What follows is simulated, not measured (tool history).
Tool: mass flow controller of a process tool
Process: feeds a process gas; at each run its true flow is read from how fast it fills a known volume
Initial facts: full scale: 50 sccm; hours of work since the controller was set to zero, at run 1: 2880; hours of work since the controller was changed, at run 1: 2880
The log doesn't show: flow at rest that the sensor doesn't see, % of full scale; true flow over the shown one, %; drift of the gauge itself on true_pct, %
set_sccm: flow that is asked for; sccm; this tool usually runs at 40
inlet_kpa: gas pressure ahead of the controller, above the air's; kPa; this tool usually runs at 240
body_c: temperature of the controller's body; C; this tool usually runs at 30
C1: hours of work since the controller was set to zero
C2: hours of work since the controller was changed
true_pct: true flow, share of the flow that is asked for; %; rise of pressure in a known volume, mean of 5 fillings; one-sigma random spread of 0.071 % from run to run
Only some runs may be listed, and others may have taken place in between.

Run 1, hour 0.0: usual settings; C1 2880; C2 2880. Result: true_pct 99.86 %.
Run 2, hour 125.8: usual settings; C1 2947; C2 2947. Result: true_pct 99.97 %.
Run 3, hour 233.2: usual settings; C1 3004; C2 3004. Result: true_pct 99.94 %.
Run 4, hour 337.8: usual settings but body_c 33 C; C1 3060; C2 3060. Result: true_pct 100.34 %.
Run 5, hour 470.2: usual settings but body_c 35 C; C1 3131; C2 3131. Result: true_pct 100.52 %.
Run 6, hour 568.6: usual settings but body_c 37 C; C1 3183; C2 3183. Result: true_pct 100.67 %.
Run 7, hour 703.5: usual settings but body_c 37 C; C1 3255; C2 3255. Result: true_pct 100.86 %.
Run 8, hour 792.7: usual settings; C1 3303; C2 3303. Result: true_pct 99.97 %.
Run 9, hour 903.8: usual settings; C1 3362; C2 3362. Result: true_pct 99.97 %.
Run 10, hour 995.3: usual settings but inlet_kpa 169 kPa; C1 3411; C2 3411. Result: true_pct 100.52 %.
Run 11, hour 1110.1: usual settings but inlet_kpa 169 kPa; C1 3473; C2 3473. Result: true_pct 100.49 %.
Run 12, hour 1171.7: usual settings but body_c 20 C; C1 3505; C2 3505. Result: true_pct 98.95 %.
Run 13, hour 1300.9: usual settings but body_c 20 C; C1 3574; C2 3574. Result: true_pct 98.91 %.
Run 14, hour 1358.2: usual settings but body_c 20 C; C1 3605; C2 3605. Result: true_pct 99.08 %.
Run 15, hour 1460.9: usual settings but body_c 20 C; C1 3660; C2 3660. Result: true_pct 98.88 %.
Run 16, hour 1569.1: usual settings but body_c 20 C; C1 3718; C2 3718. Result: true_pct 98.90 %.
Run 17, hour 1664.8: usual settings but body_c 20 C; C1 3769; C2 3769. Result: true_pct 98.92 %.
Run 18, hour 1790.4: usual settings but body_c 20 C; C1 3836; C2 3836. Result: true_pct 98.81 %.
Run 19, hour 1850.8: usual settings but set_sccm 36 sccm; C1 3868; C2 3868. Result: true_pct 99.81 %.
Run 20, hour 1949.8: usual settings but body_c 25 C; C1 3921; C2 3921. Result: true_pct 99.43 %.
Run 21, hour 2036.9: usual settings but body_c 25 C; C1 3967; C2 3967. Result: true_pct 99.50 %.
Run 22, hour 2124.5: usual settings but body_c 25 C; C1 4014; C2 4014. Result: true_pct 99.60 %.
Run 23, hour 2215.7: usual settings but set_sccm 18 sccm; C1 4063; C2 4063. Result: true_pct 99.37 %.
Run 24, hour 2327.0: usual settings but set_sccm 18 sccm; C1 4122; C2 4122. Result: true_pct 99.44 %.
Run 25, hour 2450.5: usual settings but body_c 37 C; C1 4188; C2 4188. Result: true_pct 100.68 %.
Run 26, hour 2509.6: usual settings but body_c 20 C; C1 4220; C2 4220. Result: true_pct 98.95 %.
Run 27, hour 2583.1: usual settings but body_c 20 C; C1 4259; C2 4259. Result: true_pct 98.89 %.
Run 28, hour 2720.0: usual settings but body_c 20 C; C1 4332; C2 4332. Result: true_pct 98.95 %.
Run 29, hour 2807.6: usual settings but set_sccm 12 sccm, inlet_kpa 145 kPa, body_c 28 C; C1 4379; C2 4379. Result: true_pct 99.70 %.
Run 30, hour 2924.4: usual settings but set_sccm 6 sccm, inlet_kpa 187 kPa, body_c 31 C; C1 4441; C2 4441. Result: true_pct 99.45 %.
Run 31, hour 3039.4: usual settings but set_sccm 12 sccm, body_c 22 C; C1 4502; C2 4502. Result: true_pct 98.34 %.
Run 32, hour 3110.6: usual settings but set_sccm 12 sccm, inlet_kpa 266 kPa, body_c 23 C; C1 4540; C2 4540. Result: true_pct 98.31 %.
Run 33, hour 3231.4: usual settings but set_sccm 6 sccm, inlet_kpa 189 kPa, body_c 21 C; C1 4605; C2 4605. Result: true_pct 98.47 %.
Run 34, hour 3311.7: usual settings but set_sccm 13 sccm, inlet_kpa 267 kPa, body_c 20 C; C1 4648; C2 4648. Result: true_pct 98.03 %.
Run 35, hour 3445.4: usual settings but body_c 38 C; C1 4719; C2 4719. Result: true_pct 100.67 %.
Run 36, hour 3524.5: usual settings but set_sccm 12 sccm, inlet_kpa 163 kPa, body_c 38 C; C1 4761; C2 4761. Result: true_pct 100.54 %.
Run 37, hour 3652.8: usual settings but body_c 22 C; C1 4830; C2 4830. Result: true_pct 99.11 %.
Run 38, hour 3713.4: usual settings but body_c 22 C; C1 4862; C2 4862. Result: true_pct 99.02 %.
Run 39, hour 3806.9: usual settings but body_c 22 C; C1 4912; C2 4912. Result: true_pct 99.11 %.
Run 40, hour 3912.8: usual settings but set_sccm 14 sccm, inlet_kpa 184 kPa, body_c 22 C; C1 4969; C2 4969. Result: true_pct 98.64 %.
Run 41, hour 4050.0: usual settings but inlet_kpa 149 kPa, body_c 37 C; C1 5042; C2 5042. Result: true_pct 101.23 %.
Run 42, hour 4154.6: usual settings but set_sccm 30 sccm, inlet_kpa 183 kPa, body_c 31 C; C1 5098; C2 5098. Result: true_pct 100.15 %.
Run 43, hour 4263.5: usual settings but set_sccm 6 sccm, inlet_kpa 269 kPa, body_c 33 C; C1 5156; C2 5156. Result: true_pct 99.23 %.
Run 44, hour 4338.0: usual settings but set_sccm 5 sccm, inlet_kpa 196 kPa, body_c 27 C; C1 5196; C2 5196. Result: true_pct 99.05 %.
Run 45, hour 4429.9: usual settings but set_sccm 16 sccm, inlet_kpa 141 kPa, body_c 20 C; C1 5245; C2 5245. Result: true_pct 99.11 %.
Run 46, hour 4517.2: usual settings but set_sccm 16 sccm, inlet_kpa 141 kPa, body_c 20 C; C1 5291; C2 5291. Result: true_pct 98.91 %.

Each row is a separate what-if for the run after 46, all from the same tool condition, not one after another. Results?
Run A, hour 4645.0: usual settings but set_sccm 12 sccm, inlet_kpa 154 kPa, body_c 26 C; C1 5360; C2 5360. Result: true_pct ?.
Run B, hour 4645.0: usual settings but set_sccm 21 sccm, inlet_kpa 192 kPa, body_c 27 C; C1 5360; C2 5360. Result: true_pct ?.
Run C, hour 4645.0: usual settings but set_sccm 22 sccm, body_c 33 C; C1 5360; C2 5360. Result: true_pct ?.

run  true_pct
  A     99.44
  B     99.54
  C     99.82
Without the tool's unlogged condition, the same runs would have read:
run  true_pct
  A     99.43
  B     99.53
  C     99.81
